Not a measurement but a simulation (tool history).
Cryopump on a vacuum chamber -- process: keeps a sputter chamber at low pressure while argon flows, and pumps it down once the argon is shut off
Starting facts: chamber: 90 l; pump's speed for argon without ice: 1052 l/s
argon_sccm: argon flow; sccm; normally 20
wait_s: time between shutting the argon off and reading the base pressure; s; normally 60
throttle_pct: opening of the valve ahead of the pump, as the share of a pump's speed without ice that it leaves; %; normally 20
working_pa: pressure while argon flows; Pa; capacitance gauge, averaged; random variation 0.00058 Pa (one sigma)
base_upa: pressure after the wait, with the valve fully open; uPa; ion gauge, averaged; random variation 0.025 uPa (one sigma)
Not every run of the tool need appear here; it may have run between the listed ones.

run 1 day=0 | argon_sccm=20 wait_s=60 throttle_pct=20 | working_pa=0.1611 base_upa=2.56
run 2 day=3.75 | argon_sccm=20 wait_s=60 throttle_pct=20 | working_pa=0.1623 base_upa=2.54
run 3 day=5.842 | argon_sccm=20 wait_s=60 throttle_pct=20 | working_pa=0.1616 base_upa=2.68
run 4 day=7.725 | argon_sccm=20 wait_s=60 throttle_pct=20 | working_pa=0.1612 base_upa=2.62
run 5 day=9.283 | argon_sccm=20 wait_s=60 throttle_pct=20 | working_pa=0.1624 base_upa=2.73
run 6 day=13.004 | argon_sccm=20 wait_s=60 throttle_pct=25 | working_pa=0.13 base_upa=2.75
run 7 day=15.742 | argon_sccm=20 wait_s=60 throttle_pct=20 | working_pa=0.1635 base_upa=2.85
run 8 day=17.754 | argon_sccm=20 wait_s=174 throttle_pct=20 | working_pa=0.1622 base_upa=2.52
run 9 day=19.7 | argon_sccm=20 wait_s=174 throttle_pct=20 | working_pa=0.1642 base_upa=2.45
run 10 day=22.504 | argon_sccm=20 wait_s=174 throttle_pct=20 | working_pa=0.1631 base_upa=2.52
run 11 day=24.529 | argon_sccm=20 wait_s=60 throttle_pct=49 | working_pa=0.0682 base_upa=2.94
run 12 day=27.088 | argon_sccm=20 wait_s=148 throttle_pct=20 | working_pa=0.1633 base_upa=2.77
run 13 day=29.958 | argon_sccm=20 wait_s=148 throttle_pct=20 | working_pa=0.1638 base_upa=2.82
run 14 day=32.779 | argon_sccm=15 wait_s=32 throttle_pct=31 | working_pa=0.0811 base_upa=3.96
run 15 day=34.371 | argon_sccm=20 wait_s=89 throttle_pct=41 | working_pa=0.082 base_upa=2.97
run 16 day=36.942 | argon_sccm=13 wait_s=55 throttle_pct=29 | working_pa=0.0743 base_upa=3.37
run 17 day=38.925 | argon_sccm=13 wait_s=55 throttle_pct=29 | working_pa=0.074 base_upa=3.39
run 18 day=41.875 | argon_sccm=37 wait_s=60 throttle_pct=49 | working_pa=0.1299 base_upa=3.43
run 19 day=45.333 | argon_sccm=22 wait_s=82 throttle_pct=20 | working_pa=0.1824 base_upa=3.36
run 20 day=47.621 | argon_sccm=26 wait_s=100 throttle_pct=36 | working_pa=0.1236 base_upa=3.23
run 21 day=51.183 | argon_sccm=12 wait_s=116 throttle_pct=16 | working_pa=0.1234 base_upa=3.36
-- day=52.525 pump warmed up, emptied and cooled again
run 22 day=53.871 | argon_sccm=12 wait_s=116 throttle_pct=26 | working_pa=0.074 base_upa=3.01
run 23 day=56.388 | argon_sccm=12 wait_s=116 throttle_pct=26 | working_pa=0.0745 base_upa=3.09
run 24 day=58.025 | argon_sccm=12 wait_s=116 throttle_pct=26 | working_pa=0.0739 base_upa=3.09
run 25 day=60.075 | argon_sccm=12 wait_s=22 throttle_pct=26 | working_pa=0.0746 base_upa=4.62

Hidden state or all else? Some run-to-run changes of working_pa, split into what the settings, what came in and random variation would give without the hidden state, and what is left for the hidden state (with any gauge scatter that isn't in both results):
Hidden state present: pump's speed, % of a pump's without ice; cold plate's temperature, K; leak into the chamber, uPa l/s; drift of the gauge itself on working_pa, %; drift of the gauge itself on base_upa, %.
Run 10 -> 11: wait_s 174 -> 60, throttle_pct 20 -> 49. working_pa -0.0949 Pa: hidden state +0.0003, all else -0.0952.
Run 11 -> 12: wait_s 60 -> 148, throttle_pct 49 -> 20. working_pa +0.0951 Pa: hidden state +0.0003, all else +0.0948.
Run 17 -> 18: argon_sccm 13 -> 37, wait_s 55 -> 60, throttle_pct 29 -> 49. working_pa +0.0559 Pa: hidden state +0.0058, all else +0.0501.
Run 20 -> 21: argon_sccm 26 -> 12, wait_s 100 -> 116, throttle_pct 36 -> 16. working_pa -0.0002 Pa: hidden state -0.0036, all else +0.0034.
